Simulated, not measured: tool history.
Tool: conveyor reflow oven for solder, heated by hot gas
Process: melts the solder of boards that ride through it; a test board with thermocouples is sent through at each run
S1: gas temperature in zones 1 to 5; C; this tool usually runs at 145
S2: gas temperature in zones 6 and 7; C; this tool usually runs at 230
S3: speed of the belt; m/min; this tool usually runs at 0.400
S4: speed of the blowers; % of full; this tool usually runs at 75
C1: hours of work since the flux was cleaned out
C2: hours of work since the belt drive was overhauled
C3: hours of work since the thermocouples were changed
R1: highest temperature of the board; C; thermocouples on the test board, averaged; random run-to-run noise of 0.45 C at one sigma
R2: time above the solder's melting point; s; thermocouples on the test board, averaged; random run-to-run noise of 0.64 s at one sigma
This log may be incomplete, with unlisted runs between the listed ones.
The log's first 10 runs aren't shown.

run   hour   S1   S2     S3  S4   C1    C2   C3     R1     R2
 11  209.1  134  230  0.400  75   48   725  325  210.6   60.6
 12  231.5  134  230  0.400  75   64   741  341  211.3   60.7
 13  257.4  134  230  0.400  75   82   759  360  211.6   60.2
 14  278.5  145  230  0.400  75   97   774  375  213.2   68.0
 15  299.5  145  230  0.400  78  112   789  389  213.9   68.1
 16  315.6  152  230  0.400  75  124   800  401  214.4   73.8
 17  330.9  152  230  0.400  75  134   811  412  214.3   72.4
 18  364.2  145  230  0.443  75  158   835  435  210.0   54.7
 19  389.8  151  230  0.323  75  176   853  453  219.3   96.7
 20  405.0  151  234  0.380  69  187   863  464  217.0   79.4
 21  424.6  145  230  0.400  83  201   877  478  214.6   67.5
 22  448.3  140  230  0.343  83  217   894  495  216.4   82.8
 23  466.6  159  239  0.343  83  230   907  507  227.0  101.4
 24  496.3  145  230  0.400  51  251   928  528  206.0   55.4
 25  522.2  145  230  0.341  75  270   946  547  215.4   84.7
 26  545.0  145  240  0.400  75  286   962  563  220.0   74.8
 27  569.5  140  230  0.400  86  303   980  580  212.5   65.5
 28  599.1  140  230  0.400  86  324  1001  601  212.0   65.2
 29  625.1  143  230  0.427  53  342  1019  619  201.5   45.7
 30  649.6  135  228  0.334  63  360  1036  637  210.4   72.0

3 options for the next run, each taken on its own from the tool as it stands now. Forecast them:
  A  676.8  135  231  0.334  89  379  1056  656   ?   ?
  B  676.8  159  228  0.334  63  379  1056  656   ?   ?
  C  676.8  135  228  0.474  63  379  1056  656   ?   ?

run     R1    R2
  A  218.1  82.3
  B  214.2  93.7
  C  196.5  31.0
Had the tool no hidden state, the same runs would have come out as:
run     R1    R2
  A  221.7  84.1
  B  216.7  94.1
  C  200.3  36.4
